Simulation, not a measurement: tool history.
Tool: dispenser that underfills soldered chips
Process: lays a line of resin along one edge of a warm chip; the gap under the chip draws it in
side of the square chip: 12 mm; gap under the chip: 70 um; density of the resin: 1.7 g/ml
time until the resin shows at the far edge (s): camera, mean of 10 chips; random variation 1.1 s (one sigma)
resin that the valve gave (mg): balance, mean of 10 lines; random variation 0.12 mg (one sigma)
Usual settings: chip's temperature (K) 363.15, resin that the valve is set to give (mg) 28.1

run    day  chip's temperature (K)  resin that the valve is set to give (mg)  time until the resin shows at the far edge (s)  resin that the valve gave (mg)
  1  0.000                  363.15                                      28.1                                           110.5                           27.08
     0.104  -- dispensing valve cleaned and set on the balance
  2  0.204                  363.15                                      25.5                                           121.9                           25.36
  3  0.342                  363.15                                      25.5                                           136.4                           25.32
  4  0.475                  363.15                                      25.5                                           149.8                           25.24
     0.629  -- new syringe of resin
  5  0.767                  363.15                                      25.5                                           118.3                           25.40
  6  1.000                  363.15                                      28.1                                           138.9                           27.69
  7  1.167                  363.15                                      28.1                                           153.3                           28.12
     1.296  -- new syringe of resin
  8  1.454                  363.15                                      33.7                                           117.9                           33.26
  9  1.642                  363.15                                      25.6                                           138.9                           25.22
 10  1.775                  355.15                                      28.1                                           189.2                           27.77
 11  1.917                  348.15                                      27.5                                           269.3                           27.07
     1.954  -- new syringe of resin
 12  2.096                  348.15                                      27.5                                           189.7                           27.01
 13  2.275                  378.15                                      25.9                                            81.7                           25.32
 14  2.433                  378.15                                      25.9                                            89.2                           25.20
     2.608  -- new syringe of resin
 15  2.608                  378.15                                      25.9                                            68.8                           25.39
 16  2.812                  378.15                                      25.9                                            80.0                           25.13
 17  3.004                  378.15                                      25.9                                            89.3                           25.21
 18  3.142                  355.15                                      31.6                                           200.5                           30.75
     3.267  -- new syringe of resin
 19  3.333                  355.15                                      31.9                                           145.4                           31.08
 20  3.529                  365.15                                      26.7                                           119.1                           25.96

Forecast each of these 4 alternatives for the next run:
  A  3.721                  361.15                                      26.7                                               ?                               ?
  B  3.721                  363.15                                      26.7                                               ?                               ?
  C  3.721                  360.15                                      26.9                                               ?                               ?
  D  3.721                  363.15                                      32.8                                               ?                               ?

run  time until the resin shows at the far edge (s)  resin that the valve gave (mg)
  A                                           156.3                           25.92
  B                                           148.1                           25.86
  C                                           162.3                           26.16
  D                                           143.1                           31.69
Without the tool's hidden state the same runs would have given:
run  time until the resin shows at the far edge (s)  resin that the valve gave (mg)
  A                                           111.0                           26.75
  B                                           105.0                           26.69
  C                                           115.2                           26.99
  D                                           101.9                           32.71

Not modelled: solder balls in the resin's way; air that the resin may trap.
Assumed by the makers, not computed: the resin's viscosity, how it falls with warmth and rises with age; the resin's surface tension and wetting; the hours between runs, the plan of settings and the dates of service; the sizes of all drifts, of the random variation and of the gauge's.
